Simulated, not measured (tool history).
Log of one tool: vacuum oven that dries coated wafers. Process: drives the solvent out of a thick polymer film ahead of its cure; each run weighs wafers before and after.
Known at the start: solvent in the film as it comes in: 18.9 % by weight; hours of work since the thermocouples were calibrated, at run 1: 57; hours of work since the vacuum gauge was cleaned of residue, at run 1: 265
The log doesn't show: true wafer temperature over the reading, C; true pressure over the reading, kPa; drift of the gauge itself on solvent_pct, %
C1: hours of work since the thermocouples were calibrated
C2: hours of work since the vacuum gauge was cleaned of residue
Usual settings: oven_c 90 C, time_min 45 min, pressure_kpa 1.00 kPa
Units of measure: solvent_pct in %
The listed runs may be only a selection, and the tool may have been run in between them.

{"run": 1, "hour": 0.0, "oven_c": 90, "time_min": 45, "pressure_kpa": 1.0, "C1": 57, "C2": 265, "solvent_pct": 0.88}
{"run": 2, "hour": 79.4, "oven_c": 90, "time_min": 45, "pressure_kpa": 1.0, "C1": 104, "C2": 313, "solvent_pct": 0.91}
{"run": 3, "hour": 176.0, "oven_c": 90, "time_min": 45, "pressure_kpa": 1.0, "C1": 162, "C2": 370, "solvent_pct": 1.02}
{"run": 4, "hour": 221.3, "oven_c": 90, "time_min": 45, "pressure_kpa": 2.41, "C1": 189, "C2": 397, "solvent_pct": 1.34}
{"run": 5, "hour": 288.9, "oven_c": 90, "time_min": 45, "pressure_kpa": 2.41, "C1": 229, "C2": 437, "solvent_pct": 1.45}
{"run": 6, "hour": 378.2, "oven_c": 90, "time_min": 45, "pressure_kpa": 2.41, "C1": 282, "C2": 491, "solvent_pct": 1.39}
{"run": 7, "hour": 443.5, "oven_c": 90, "time_min": 45, "pressure_kpa": 2.41, "C1": 321, "C2": 530, "solvent_pct": 1.44}
{"run": 8, "hour": 533.2, "oven_c": 90, "time_min": 45, "pressure_kpa": 2.41, "C1": 375, "C2": 583, "solvent_pct": 1.44}
{"run": 9, "hour": 578.8, "oven_c": 90, "time_min": 45, "pressure_kpa": 2.41, "C1": 402, "C2": 610, "solvent_pct": 1.45}
{"run": 10, "hour": 674.3, "oven_c": 90, "time_min": 66, "pressure_kpa": 1.0, "C1": 459, "C2": 667, "solvent_pct": 0.57}
{"run": 11, "hour": 768.9, "oven_c": 90, "time_min": 66, "pressure_kpa": 1.0, "C1": 515, "C2": 724, "solvent_pct": 0.5}
{"run": 12, "hour": 818.4, "oven_c": 97, "time_min": 66, "pressure_kpa": 1.0, "C1": 545, "C2": 753, "solvent_pct": 0.3}
{"run": 13, "hour": 866.6, "oven_c": 97, "time_min": 66, "pressure_kpa": 1.0, "C1": 574, "C2": 782, "solvent_pct": 0.23}
{"run": 14, "hour": 943.6, "oven_c": 97, "time_min": 66, "pressure_kpa": 1.0, "C1": 619, "C2": 828, "solvent_pct": 0.23}
{"run": 15, "hour": 1043.2, "oven_c": 97, "time_min": 61, "pressure_kpa": 1.0, "C1": 679, "C2": 887, "solvent_pct": 0.27}
{"hour": 1087.0, "done": "oven's thermocouples calibrated"}
{"run": 16, "hour": 1123.8, "oven_c": 97, "time_min": 61, "pressure_kpa": 1.0, "C1": 22, "C2": 934, "solvent_pct": 0.27}
{"run": 17, "hour": 1182.5, "oven_c": 90, "time_min": 45, "pressure_kpa": 1.0, "C1": 57, "C2": 969, "solvent_pct": 0.95}
{"run": 18, "hour": 1232.6, "oven_c": 90, "time_min": 45, "pressure_kpa": 1.0, "C1": 87, "C2": 999, "solvent_pct": 1.05}
{"run": 19, "hour": 1296.9, "oven_c": 90, "time_min": 45, "pressure_kpa": 1.0, "C1": 125, "C2": 1037, "solvent_pct": 1.02}
{"run": 20, "hour": 1365.3, "oven_c": 104, "time_min": 45, "pressure_kpa": 1.0, "C1": 166, "C2": 1078, "solvent_pct": 0.19}
{"run": 21, "hour": 1454.3, "oven_c": 104, "time_min": 45, "pressure_kpa": 1.0, "C1": 219, "C2": 1131, "solvent_pct": 0.18}
{"run": 22, "hour": 1497.1, "oven_c": 90, "time_min": 45, "pressure_kpa": 1.0, "C1": 244, "C2": 1156, "solvent_pct": 1.09}
{"run": 23, "hour": 1542.1, "oven_c": 90, "time_min": 33, "pressure_kpa": 1.0, "C1": 271, "C2": 1183, "solvent_pct": 2.09}
{"run": 24, "hour": 1588.9, "oven_c": 101, "time_min": 40, "pressure_kpa": 1.0, "C1": 299, "C2": 1211, "solvent_pct": 0.25}
{"run": 25, "hour": 1673.7, "oven_c": 95, "time_min": 40, "pressure_kpa": 0.6, "C1": 350, "C2": 1262, "solvent_pct": 0.53}
{"run": 26, "hour": 1747.9, "oven_c": 92, "time_min": 40, "pressure_kpa": 1.29, "C1": 394, "C2": 1306, "solvent_pct": 1.18}
{"run": 27, "hour": 1837.0, "oven_c": 97, "time_min": 45, "pressure_kpa": 1.5, "C1": 447, "C2": 1359, "solvent_pct": 0.5}
{"run": 28, "hour": 1893.6, "oven_c": 90, "time_min": 45, "pressure_kpa": 2.54, "C1": 481, "C2": 1393, "solvent_pct": 1.61}
{"run": 29, "hour": 1943.8, "oven_c": 90, "time_min": 30, "pressure_kpa": 1.73, "C1": 511, "C2": 1423, "solvent_pct": 2.79}
{"run": 30, "hour": 2046.7, "oven_c": 90, "time_min": 46, "pressure_kpa": 1.73, "C1": 572, "C2": 1484, "solvent_pct": 1.52}
{"run": 31, "hour": 2135.4, "oven_c": 79, "time_min": 23, "pressure_kpa": 1.0, "C1": 625, "C2": 1537, "solvent_pct": 8.79}
{"run": 32, "hour": 2191.3, "oven_c": 79, "time_min": 23, "pressure_kpa": 1.0, "C1": 658, "C2": 1570, "solvent_pct": 8.64}
{"run": 33, "hour": 2242.0, "oven_c": 83, "time_min": 39, "pressure_kpa": 3.44, "C1": 688, "C2": 1600, "solvent_pct": 4.82}
{"hour": 2268.3, "done": "oven's thermocouples calibrated"}
{"run": 34, "hour": 2292.6, "oven_c": 83, "time_min": 39, "pressure_kpa": 3.44, "C1": 15, "C2": 1629, "solvent_pct": 4.67}
{"run": 35, "hour": 2367.7, "oven_c": 103, "time_min": 25, "pressure_kpa": 1.19, "C1": 59, "C2": 1674, "solvent_pct": 0.52}
{"run": 36, "hour": 2413.1, "oven_c": 80, "time_min": 25, "pressure_kpa": 3.33, "C1": 86, "C2": 1701, "solvent_pct": 8.14}
{"run": 37, "hour": 2482.6, "oven_c": 80, "time_min": 25, "pressure_kpa": 3.33, "C1": 128, "C2": 1743, "solvent_pct": 8.07}
{"run": 38, "hour": 2560.8, "oven_c": 85, "time_min": 42, "pressure_kpa": 1.13, "C1": 174, "C2": 1789, "solvent_pct": 2.88}
{"run": 39, "hour": 2614.4, "oven_c": 104, "time_min": 42, "pressure_kpa": 1.13, "C1": 206, "C2": 1821, "solvent_pct": 0.37}
{"run": 40, "hour": 2690.6, "oven_c": 104, "time_min": 42, "pressure_kpa": 1.13, "C1": 252, "C2": 1867, "solvent_pct": 0.43}
{"run": 41, "hour": 2758.8, "oven_c": 75, "time_min": 38, "pressure_kpa": 1.0, "C1": 292, "C2": 1907, "solvent_pct": 7.71}
{"hour": 2766.0, "done": "vacuum gauge cleaned of residue and calibrated"}
{"run": 42, "hour": 2849.0, "oven_c": 75, "time_min": 46, "pressure_kpa": 0.56, "C1": 345, "C2": 49, "solvent_pct": 6.55}
{"run": 43, "hour": 2927.3, "oven_c": 90, "time_min": 62, "pressure_kpa": 0.59, "C1": 392, "C2": 96, "solvent_pct": 0.49}
{"run": 44, "hour": 3002.3, "oven_c": 90, "time_min": 70, "pressure_kpa": 2.39, "C1": 437, "C2": 141, "solvent_pct": 0.8}
{"run": 45, "hour": 3068.3, "oven_c": 90, "time_min": 70, "pressure_kpa": 2.39, "C1": 476, "C2": 180, "solvent_pct": 0.87}
{"run": 46, "hour": 3130.9, "oven_c": 90, "time_min": 70, "pressure_kpa": 2.39, "C1": 513, "C2": 217, "solvent_pct": 0.85}

Hidden state at the last listed run before each entry between runs and at the first one after, where it differs:
Run 15 -> run 16: oven's thermocouples calibrated (hour 1087.0)
  true wafer temperature over the reading, C: -0.89 -> 0.16; true pressure over the reading, kPa: 0.348 -> 0.366
  difference, measured minus the result without the unlogged condition, solvent_pct: +0.09 -> +0.08 %
Run 33 -> run 34: oven's thermocouples calibrated (hour 2268.3)
  true wafer temperature over the reading, C: -1.16 -> -0.24; true pressure over the reading, kPa: 0.625 -> 0.636
  difference, measured minus the result without the unlogged condition, solvent_pct: +0.68 -> +0.30 %
Run 41 -> run 42: vacuum gauge cleaned of residue and calibrated (hour 2766.0)
  true wafer temperature over the reading, C: -0.77 -> -0.88; true pressure over the reading, kPa: 0.743 -> 0.03
  difference, measured minus the result without the unlogged condition, solvent_pct: +0.60 -> +0.43 %
